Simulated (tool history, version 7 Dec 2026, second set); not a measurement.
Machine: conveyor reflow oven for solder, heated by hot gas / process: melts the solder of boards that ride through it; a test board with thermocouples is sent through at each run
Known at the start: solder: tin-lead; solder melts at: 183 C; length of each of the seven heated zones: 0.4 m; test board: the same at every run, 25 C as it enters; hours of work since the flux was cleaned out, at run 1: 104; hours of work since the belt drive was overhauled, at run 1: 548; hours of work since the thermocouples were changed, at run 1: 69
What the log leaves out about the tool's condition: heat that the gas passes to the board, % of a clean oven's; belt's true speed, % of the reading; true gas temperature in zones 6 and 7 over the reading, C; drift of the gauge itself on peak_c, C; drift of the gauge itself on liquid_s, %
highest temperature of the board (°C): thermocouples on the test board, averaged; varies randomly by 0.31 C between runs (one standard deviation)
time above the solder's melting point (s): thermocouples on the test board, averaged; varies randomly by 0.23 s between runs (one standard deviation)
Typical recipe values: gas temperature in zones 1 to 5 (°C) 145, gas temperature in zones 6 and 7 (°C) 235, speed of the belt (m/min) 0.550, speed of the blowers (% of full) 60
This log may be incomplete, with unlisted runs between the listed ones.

run   hour  gas temperature in zones 1 to 5 (°C)  gas temperature in zones 6 and 7 (°C)  speed of the belt (m/min)  speed of the blowers (% of full)  hours of work since the flux was cleaned out  hours of work since the belt drive was overhauled  hours of work since the thermocouples were changed  highest temperature of the board (°C)  time above the solder's melting point (s)
  1    0.0                                   145                                    235                      0.550                                60                                           104                                                548                                                  69                                  221.3                                       72.8
  2   12.7                                   145                                    235                      0.550                                60                                           112                                                556                                                  77                                  221.3                                       72.9
  3   30.6                                   145                                    235                      0.550                                60                                           123                                                567                                                  88                                  222.0                                       72.6
  4   45.5                                   145                                    235                      0.550                                60                                           133                                                577                                                  97                                  221.0                                       72.5
  5   63.5                                   145                                    235                      0.550                                60                                           144                                                588                                                 108                                  221.6                                       72.3
  6   75.7                                   145                                    235                      0.550                                60                                           152                                                596                                                 116                                  220.9                                       72.4
  7   93.8                                   145                                    235                      0.550                                60                                           163                                                607                                                 127                                  220.7                                       72.7
  8  109.7                                   145                                    235                      0.550                                60                                           173                                                617                                                 137                                  221.1                                       72.5
  9  129.7                                   145                                    235                      0.550                                60                                           186                                                629                                                 150                                  221.0                                       72.6
 10  149.2                                   145                                    235                      0.550                                60                                           198                                                642                                                 162                                  220.8                                       72.2
 11  172.4                                   145                                    235                      0.550                                60                                           212                                                656                                                 177                                  220.5                                       72.0
 12  190.4                                   145                                    235                      0.550                                60                                           224                                                668                                                 188                                  221.2                                       72.0
     204.8  -- flux residue cleaned out of gas plates and filters
 13  205.9                                   145                                    235                      0.550                                60                                             1                                                674                                                 195                                  221.4                                       73.1
 14  227.9                                   145                                    235                      0.550                                60                                            15                                                688                                                 208                                  222.3                                       73.4
 15  241.7                                   145                                    235                      0.659                                60                                            23                                                697                                                 217                                  216.5                                       56.4
 16  265.2                                   145                                    235                      0.659                                60                                            38                                                711                                                 232                                  215.8                                       56.1
 17  285.9                                   145                                    239                      0.659                                60                                            51                                                724                                                 245                                  219.4                                       58.7
 18  310.2                                   145                                    239                      0.659                                60                                            66                                                740                                                 260                                  219.7                                       58.4
 19  329.1                                   134                                    239                      0.483                                53                                            78                                                752                                                 272                                  225.0                                       80.9
 20  347.6                                   134                                    239                      0.483                                53                                            90                                                763                                                 284                                  225.0                                       81.3
 21  359.4                                   134                                    239                      0.483                                53                                            97                                                771                                                 291                                  225.0                                       81.7
 22  376.1                                   134                                    239                      0.483                                53                                           108                                                781                                                 302                                  225.3                                       81.1
 23  387.1                                   134                                    244                      0.450                                53                                           115                                                788                                                 308                                  231.5                                       93.1
 24  411.2                                   158                                    241                      0.497                                61                                           130                                                803                                                 324                                  231.3                                       94.2
 25  423.6                                   158                                    241                      0.497                                61                                           137                                                811                                                 331                                  230.8                                       94.2

Estimate the outcome of run 26 from the log above:
 26  440.3                                   158                                    241                      0.497                                61                                           148                                                821                                                 342                                      ?                                          ?

Run 26 produced highest temperature of the board (°C) 230.8, time above the solder's melting point (s) 94.0.
Minus the tool's unlogged condition, the same run would have read highest temperature of the board (°C) 231.8, time above the solder's melting point (s) 93.8.
